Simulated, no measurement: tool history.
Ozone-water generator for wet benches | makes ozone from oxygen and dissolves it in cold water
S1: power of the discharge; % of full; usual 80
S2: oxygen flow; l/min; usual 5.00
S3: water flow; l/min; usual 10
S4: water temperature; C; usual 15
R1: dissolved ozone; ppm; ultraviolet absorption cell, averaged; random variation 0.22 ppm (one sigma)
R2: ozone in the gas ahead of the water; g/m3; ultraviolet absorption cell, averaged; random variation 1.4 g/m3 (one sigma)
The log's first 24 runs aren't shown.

run	day	S1	S2	S3	S4	R1	R2
25	61.317	43	5.00	10	10	23.4	173.5
26	64.638	80	5.00	9	22	27.8	238.5
27	66.425	80	7.10	8	22	27.6	202.4
28	67.854	80	7.10	8	22	27.8	202.0
29	70.183	80	7.56	8	11	34.6	193.3
30	72.875	80	7.56	8	11	35.4	193.9
31	74.462	80	7.56	8	11	34.7	194.2
32	77.908	80	7.56	8	11	34.7	192.1

Forecast each of these 4 alternatives for the next run:
A	79.317	80	4.25	10	8	?	?
B	79.317	80	5.39	10	15	?	?
C	79.317	80	3.74	7	15	?	?
D	79.317	42	4.07	10	7	?	?

run	R1	R2
A	32.9	261.6
B	28.7	228.5
C	40.1	282.3
D	23.8	189.0
Without the tool's hidden state the same runs would have given:
run	R1	R2
A	37.9	293.2
B	33.1	256.1
C	46.0	316.3
D	26.4	204.0

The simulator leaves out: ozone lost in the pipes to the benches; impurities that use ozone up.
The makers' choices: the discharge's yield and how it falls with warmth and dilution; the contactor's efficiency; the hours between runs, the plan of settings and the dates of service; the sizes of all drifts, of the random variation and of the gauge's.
